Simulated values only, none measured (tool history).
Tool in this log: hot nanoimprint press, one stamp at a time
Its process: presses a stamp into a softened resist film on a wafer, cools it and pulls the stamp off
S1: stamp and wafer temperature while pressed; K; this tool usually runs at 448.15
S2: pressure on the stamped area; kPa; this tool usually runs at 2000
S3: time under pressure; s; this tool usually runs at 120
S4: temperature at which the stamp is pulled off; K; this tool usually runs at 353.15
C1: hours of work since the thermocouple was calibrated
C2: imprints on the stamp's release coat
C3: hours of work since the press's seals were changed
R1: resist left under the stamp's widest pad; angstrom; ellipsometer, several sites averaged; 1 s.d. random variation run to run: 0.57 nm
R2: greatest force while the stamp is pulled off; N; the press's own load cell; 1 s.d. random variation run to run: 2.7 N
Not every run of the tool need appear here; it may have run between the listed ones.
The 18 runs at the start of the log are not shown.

run,hour,S1,S2,S3,S4,C1,C2,C3,R1,R2
19,1026,448.15,2000,92,353.15,50,1496,403,842,122
20,1059.5,448.15,2000,102,353.15,64,1580,417,831,124
21,1139.8,448.15,2000,81,353.15,96,1783,449,892,126
22,1183.3,448.15,2000,81,353.15,114,1893,467,889,123
23,1228.4,456.15,2490,165,343.15,132,2007,485,477,134
24,1285.7,448.15,2000,79,353.15,155,2152,508,902,127
25,1355.9,436.15,2000,109,353.15,183,2330,536,1173,124
# hour 1395.1: stamp cleaned and given a new release coat
26,1397.3,457.15,2000,68,345.15,198,5,551,730,134
27,1460.4,448.15,1550,99,353.15,223,165,576,948,126
28,1502,443.15,2000,71,353.15,240,270,593,1085,121
29,1576.8,443.15,2000,71,353.15,270,459,623,1074,126
30,1647.8,453.15,2480,114,340.15,299,639,652,602,139

Each row is a separate what-if for the run after 30, all from the same tool condition, not one after another. Results?
# hour 1685.1: plate thermocouple calibrated
A,1731.1,448.15,1280,120,353.15,19,842,684,?,?
# hour 1685.1: plate thermocouple calibrated
B,1731.1,446.15,2070,74,353.15,19,842,684,?,?
# hour 1685.1: plate thermocouple calibrated
C,1731.1,448.15,1670,120,345.15,19,842,684,?,?

run,R1,R2
A,992,126
B,966,124
C,860,132
With the hidden condition removed and each run's random variation left untouched, the same runs would have given:
run,R1,R2
A,991,125
B,966,123
C,859,132
